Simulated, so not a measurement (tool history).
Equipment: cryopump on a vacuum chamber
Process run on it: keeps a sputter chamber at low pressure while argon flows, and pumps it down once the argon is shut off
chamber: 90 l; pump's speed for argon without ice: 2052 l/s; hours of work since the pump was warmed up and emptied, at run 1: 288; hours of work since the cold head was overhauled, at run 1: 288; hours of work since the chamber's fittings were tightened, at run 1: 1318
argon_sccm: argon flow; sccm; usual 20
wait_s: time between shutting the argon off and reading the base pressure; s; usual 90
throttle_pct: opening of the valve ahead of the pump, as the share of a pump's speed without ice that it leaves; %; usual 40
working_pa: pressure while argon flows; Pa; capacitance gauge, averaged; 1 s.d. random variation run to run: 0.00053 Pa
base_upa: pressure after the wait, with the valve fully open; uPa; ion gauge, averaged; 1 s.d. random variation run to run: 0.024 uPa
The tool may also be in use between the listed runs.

run    hour  argon_sccm  wait_s  throttle_pct  hours of work since the pump was warmed up and emptied  hours of work since the cold head was overhauled  hours of work since the chamber's fittings were tightened  working_pa  base_upa
  1       0          20      90            40                                                     288                                               288                                                       1318      0.0453      1.35
  2    53.8          13      90            40                                                     322                                               322                                                       1352      0.0309      1.32
  3    97.5          13      90            40                                                     349                                               349                                                       1379      0.0304      1.36
      119.6  -- pump warmed up, emptied and cooled again
  4   181.6          22      90            40                                                      39                                               399                                                       1429      0.0468      1.25
  5   266.6          22      90            40                                                      92                                               452                                                       1482      0.0462      1.31
  6   338.6          22      90            40                                                     137                                               497                                                       1526      0.0471       1.3
  7     391          22      90            40                                                     169                                               529                                                       1559      0.0481      1.34
  8   436.8          22      90            40                                                     198                                               558                                                       1588      0.0485       1.4
  9   494.8          22      90            40                                                     234                                               594                                                       1624      0.0489      1.38
 10   567.1          20      90            40                                                     279                                               639                                                       1669      0.0454      1.44
 11   656.7          20      90            17                                                     335                                               695                                                       1725      0.1031      1.49
      700.5  -- pump warmed up, emptied and cooled again
 12   742.9          20      90            40                                                      26                                               746                                                       1776      0.0419      1.28
 13   827.1          20      90            23                                                      79                                               798                                                       1828      0.0725      1.34
 14   908.7          20      90            23                                                     130                                               849                                                       1879      0.0731      1.41
 15   962.4          20      90            25                                                     163                                               883                                                       1913      0.0685      1.41
 16  1017.5          20      26            25                                                     198                                               917                                                       1947      0.0681      3.24
 17  1055.6          20      26            25                                                     222                                               941                                                       1971      0.0695      3.27
 18    1106          11     100            18                                                     253                                               972                                                       2002      0.0526      1.44
 19  1144.5          10      48            23                                                     277                                               996                                                       2026      0.0383      2.14
 20  1199.2          17      33            40                                                     311                                              1030                                                       2060      0.0393      2.86
     1279.7  -- pump warmed up, emptied and cooled again
 21  1279.9          38      73            40                                                       0                                              1078                                                       2107      0.0788      1.58
 22  1336.7          11      24            50                                                      36                                              1113                                                       2143      0.0191      3.43
 23  1399.1          17      24            27                                                      74                                              1152                                                       2182       0.054      3.42
 24  1452.3          23     171            35                                                     108                                              1185                                                       2215      0.0571      1.11
 25  1496.7          39     225            25                                                     135                                              1213                                                       2243      0.1332      1.13
 26  1543.5          22     225            27                                                     165                                              1242                                                       2272      0.0701      1.09
 27    1595          34      90            25                                                     197                                              1274                                                       2304      0.1192      1.51
 28  1665.3          34      90            25                                                     241                                              1318                                                       2348      0.1183      1.56
 29    1728          34      90            25                                                     280                                              1357                                                       2387      0.1197      1.61
 30  1783.7          27      72            15                                                     314                                              1392                                                       2422      0.1555      1.87
     1857.4  -- pump warmed up, emptied and cooled again
 31  1876.8          30      72            15                                                      12                                              1447                                                       2477      0.1656      1.71
 32  1919.6          30      72            15                                                      39                                              1474                                                       2503      0.1662       1.6
 33  2005.5          18      75            50                                                      92                                              1527                                                       2557      0.0313      1.72

Per-run results on a tool with no hidden state, each run keeping its own random variation:
Hidden state present: pump's speed, % of a pump's without ice; cold plate's temperature, K; leak into the chamber, uPa l/s; drift of the gauge itself on working_pa, %; drift of the gauge itself on base_upa, %.
run  working_pa  base_upa
  1      0.0408       0.9
  2      0.0275      0.85
  3      0.0266      0.87
  4      0.0461      0.89
  5      0.0448      0.91
  6       0.045      0.88
  7      0.0453      0.89
  8      0.0453      0.91
  9       0.045      0.87
 10      0.0409      0.88
 11      0.0975       0.9
 12      0.0414      0.84
 13      0.0713      0.87
 14      0.0711       0.9
 15       0.066      0.86
 16      0.0651      2.67
 17      0.0661      2.68
 18      0.0505      0.82
 19      0.0361      1.51
 20       0.035      2.17
 21      0.0782      1.07
 22      0.0186       2.9
 23      0.0529      2.87
 24      0.0551      0.52
 25       0.129       0.5
 26      0.0672      0.45
 27      0.1138      0.86
 28      0.1116      0.86
 29      0.1118      0.86
 30      0.1482      1.06
 31      0.1648      1.09
 32      0.1648         1
 33      0.0299      1.04
